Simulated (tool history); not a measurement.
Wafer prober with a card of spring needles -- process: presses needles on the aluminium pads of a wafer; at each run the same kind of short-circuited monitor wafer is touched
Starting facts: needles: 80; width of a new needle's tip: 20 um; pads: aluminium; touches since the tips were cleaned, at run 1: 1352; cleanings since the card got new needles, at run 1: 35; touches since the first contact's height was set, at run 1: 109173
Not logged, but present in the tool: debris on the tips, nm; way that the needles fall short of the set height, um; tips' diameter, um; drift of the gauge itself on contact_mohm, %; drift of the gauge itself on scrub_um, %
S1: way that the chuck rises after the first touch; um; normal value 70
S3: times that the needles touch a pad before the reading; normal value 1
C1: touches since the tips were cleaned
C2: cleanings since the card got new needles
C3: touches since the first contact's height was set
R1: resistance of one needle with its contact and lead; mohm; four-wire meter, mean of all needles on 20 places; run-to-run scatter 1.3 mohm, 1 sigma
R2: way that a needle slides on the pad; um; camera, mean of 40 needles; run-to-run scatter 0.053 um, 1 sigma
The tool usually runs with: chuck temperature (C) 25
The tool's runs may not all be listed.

{"run": 1, "hour": 0.0, "S1": 70, "chuck temperature (C)": 25, "S3": 1, "C1": 1352, "C2": 35, "C3": 109173, "R1": 104, "R2": 10.44}
{"hour": 5.5, "done": "tips cleaned on abrasive film"}
{"run": 2, "hour": 9.6, "S1": 70, "chuck temperature (C)": 25, "S3": 1, "C1": 1147, "C2": 36, "C3": 111846, "R1": 103, "R2": 10.52}
{"hour": 15.6, "done": "tips cleaned on abrasive film"}
{"run": 3, "hour": 19.9, "S1": 70, "chuck temperature (C)": 25, "S3": 1, "C1": 1208, "C2": 37, "C3": 114727, "R1": 105, "R2": 10.34}
{"hour": 25.8, "done": "tips cleaned on abrasive film"}
{"run": 4, "hour": 33.6, "S1": 70, "chuck temperature (C)": 25, "S3": 1, "C1": 2172, "C2": 38, "C3": 118538, "R1": 107, "R2": 10.49}
{"hour": 36.3, "done": "tips cleaned on abrasive film"}
{"hour": 47.6, "done": "tips cleaned on abrasive film"}
{"run": 5, "hour": 53.1, "S1": 70, "chuck temperature (C)": 25, "S3": 1, "C1": 1556, "C2": 40, "C3": 123979, "R1": 103, "R2": 10.5}
{"hour": 58.2, "done": "tips cleaned on abrasive film"}
{"run": 6, "hour": 63.9, "S1": 70, "chuck temperature (C)": 25, "S3": 1, "C1": 1597, "C2": 41, "C3": 126982, "R1": 106, "R2": 10.43}
{"hour": 67.8, "done": "tips cleaned on abrasive film"}
{"hour": 78.2, "done": "tips cleaned on abrasive film"}
{"run": 7, "hour": 78.4, "S1": 64, "chuck temperature (C)": 25, "S3": 1, "C1": 49, "C2": 43, "C3": 131026, "R1": 108, "R2": 9.5}
{"hour": 88.0, "done": "tips cleaned on abrasive film"}
{"run": 8, "hour": 88.0, "S1": 64, "chuck temperature (C)": 25, "S3": 1, "C1": 0, "C2": 44, "C3": 133708, "R1": 105, "R2": 9.61}
{"hour": 97.6, "done": "tips cleaned on abrasive film"}
{"hour": 108.1, "done": "tips cleaned on abrasive film"}
{"run": 9, "hour": 109.2, "S1": 70, "chuck temperature (C)": 25, "S3": 1, "C1": 318, "C2": 46, "C3": 139617, "R1": 105, "R2": 10.51}
{"hour": 118.3, "done": "tips cleaned on abrasive film"}
{"run": 10, "hour": 120.5, "S1": 70, "chuck temperature (C)": 25, "S3": 2, "C1": 623, "C2": 47, "C3": 142754, "R1": 104, "R2": 10.43}
{"hour": 128.6, "done": "tips cleaned on abrasive film"}
{"run": 11, "hour": 136.7, "S1": 70, "chuck temperature (C)": 25, "S3": 2, "C1": 2285, "C2": 48, "C3": 147298, "R1": 104, "R2": 10.41}
{"hour": 139.3, "done": "tips cleaned on abrasive film"}
{"hour": 150.2, "done": "tips cleaned on abrasive film"}
{"run": 12, "hour": 156.2, "S1": 70, "chuck temperature (C)": 25, "S3": 2, "C1": 1682, "C2": 50, "C3": 152718, "R1": 105, "R2": 10.33}
{"hour": 160.4, "done": "tips cleaned on abrasive film"}
{"hour": 170.6, "done": "tips cleaned on abrasive film"}
{"run": 13, "hour": 174.7, "S1": 70, "chuck temperature (C)": 25, "S3": 2, "C1": 1157, "C2": 52, "C3": 157878, "R1": 104, "R2": 10.33}
{"hour": 180.8, "done": "tips cleaned on abrasive film"}
{"run": 14, "hour": 188.6, "S1": 70, "chuck temperature (C)": 25, "S3": 2, "C1": 2207, "C2": 53, "C3": 161781, "R1": 106, "R2": 10.37}
{"hour": 191.1, "done": "tips cleaned on abrasive film"}
{"hour": 200.7, "done": "tips cleaned on abrasive film"}
{"run": 15, "hour": 207.9, "S1": 70, "chuck temperature (C)": 30, "S3": 1, "C1": 2041, "C2": 55, "C3": 167151, "R1": 105, "R2": 10.45}
{"hour": 211.8, "done": "tips cleaned on abrasive film"}
{"run": 16, "hour": 218.1, "S1": 70, "chuck temperature (C)": 25, "S3": 1, "C1": 1784, "C2": 56, "C3": 169986, "R1": 106, "R2": 10.39}
{"hour": 222.0, "done": "tips cleaned on abrasive film"}
{"run": 17, "hour": 228.6, "S1": 70, "chuck temperature (C)": 25, "S3": 1, "C1": 1871, "C2": 57, "C3": 172927, "R1": 106, "R2": 10.41}
{"hour": 233.0, "done": "tips cleaned on abrasive film"}
{"run": 18, "hour": 240.2, "S1": 70, "chuck temperature (C)": 25, "S3": 1, "C1": 2043, "C2": 58, "C3": 176162, "R1": 106, "R2": 10.47}
{"hour": 243.0, "done": "tips cleaned on abrasive film"}
{"hour": 252.7, "done": "tips cleaned on abrasive film"}
{"run": 19, "hour": 257.3, "S1": 70, "chuck temperature (C)": 25, "S3": 2, "C1": 1293, "C2": 60, "C3": 180917, "R1": 104, "R2": 10.46}
{"hour": 263.0, "done": "tips cleaned on abrasive film"}
{"run": 20, "hour": 270.7, "S1": 70, "chuck temperature (C)": 25, "S3": 2, "C1": 2167, "C2": 61, "C3": 184644, "R1": 105, "R2": 10.48}
{"hour": 272.7, "done": "tips cleaned on abrasive film"}
{"run": 21, "hour": 281.0, "S1": 70, "chuck temperature (C)": 25, "S3": 2, "C1": 2338, "C2": 62, "C3": 187536, "R1": 105, "R2": 10.42}
{"hour": 282.6, "done": "tips cleaned on abrasive film"}
{"hour": 292.2, "done": "tips cleaned on abrasive film"}
{"run": 22, "hour": 301.6, "S1": 77, "chuck temperature (C)": 42, "S3": 2, "C1": 2645, "C2": 64, "C3": 193262, "R1": 104, "R2": 11.4}
{"hour": 303.4, "done": "tips cleaned on abrasive film"}
{"hour": 313.4, "done": "tips cleaned on abrasive film"}
{"run": 23, "hour": 318.2, "S1": 77, "chuck temperature (C)": 42, "S3": 2, "C1": 1348, "C2": 66, "C3": 197897, "R1": 109, "R2": 11.49}
{"hour": 323.2, "done": "tips cleaned on abrasive film"}
{"hour": 333.7, "done": "tips cleaned on abrasive film"}
{"run": 24, "hour": 333.7, "S1": 83, "chuck temperature (C)": 73, "S3": 2, "C1": 0, "C2": 68, "C3": 202192, "R1": 109, "R2": 12.33}
{"hour": 344.1, "done": "tips cleaned on abrasive film"}
{"hour": 354.1, "done": "tips cleaned on abrasive film"}
{"run": 25, "hour": 354.5, "S1": 59, "chuck temperature (C)": 79, "S3": 1, "C1": 94, "C2": 70, "C3": 207994, "R1": 113, "R2": 8.8}
{"hour": 364.7, "done": "tips cleaned on abrasive film"}
{"run": 26, "hour": 370.1, "S1": 59, "chuck temperature (C)": 79, "S3": 1, "C1": 1533, "C2": 71, "C3": 212363, "R1": 114, "R2": 8.86}
{"hour": 375.3, "done": "tips cleaned on abrasive film"}
{"run": 27, "hour": 381.6, "S1": 59, "chuck temperature (C)": 114, "S3": 2, "C1": 1780, "C2": 72, "C3": 215566, "R1": 118, "R2": 8.79}
{"hour": 385.5, "done": "tips cleaned on abrasive film"}
{"hour": 395.1, "done": "tips cleaned on abrasive film"}
{"run": 28, "hour": 395.7, "S1": 88, "chuck temperature (C)": 47, "S3": 1, "C1": 171, "C2": 74, "C3": 219475, "R1": 106, "R2": 13.15}
{"hour": 405.3, "done": "tips cleaned on abrasive film"}
{"hour": 414.5, "done": "height of the first contact set anew"}
{"run": 29, "hour": 414.6, "S1": 70, "chuck temperature (C)": 25, "S3": 1, "C1": 2533, "C2": 75, "C3": 29, "R1": 105, "R2": 10.47}
{"hour": 416.3, "done": "tips cleaned on abrasive film"}
{"hour": 426.1, "done": "tips cleaned on abrasive film"}
{"run": 30, "hour": 426.5, "S1": 70, "chuck temperature (C)": 47, "S3": 1, "C1": 127, "C2": 77, "C3": 3329, "R1": 110, "R2": 10.41}
{"hour": 436.3, "done": "tips cleaned on abrasive film"}
{"run": 31, "hour": 436.3, "S1": 70, "chuck temperature (C)": 47, "S3": 1, "C1": 0, "C2": 78, "C3": 6056, "R1": 110, "R2": 10.43}

Branching from run 31: 3 alternative next runs. What would each branch give?
{"hour": 446.4, "done": "tips cleaned on abrasive film"}
{"run": "A", "hour": 447.4, "S1": 68, "chuck temperature (C)": 51, "S3": 2, "C1": 268, "C2": 79, "C3": 9139, "R1": "?", "R2": "?"}
{"hour": 446.4, "done": "tips cleaned on abrasive film"}
{"run": "B", "hour": 447.4, "S1": 61, "chuck temperature (C)": 46, "S3": 1, "C1": 268, "C2": 79, "C3": 9139, "R1": "?", "R2": "?"}
{"hour": 446.4, "done": "tips cleaned on abrasive film"}
{"run": "C", "hour": 447.4, "S1": 71, "chuck temperature (C)": 74, "S3": 1, "C1": 268, "C2": 79, "C3": 9139, "R1": "?", "R2": "?"}

run=A R1=111 R2=10.18
run=B R1=111 R2=9.15
run=C R1=110 R2=10.57
Without the tool's unlogged condition, the same runs would have read:
run=A R1=111 R2=10.18
run=B R1=111 R2=9.16
run=C R1=110 R2=10.57

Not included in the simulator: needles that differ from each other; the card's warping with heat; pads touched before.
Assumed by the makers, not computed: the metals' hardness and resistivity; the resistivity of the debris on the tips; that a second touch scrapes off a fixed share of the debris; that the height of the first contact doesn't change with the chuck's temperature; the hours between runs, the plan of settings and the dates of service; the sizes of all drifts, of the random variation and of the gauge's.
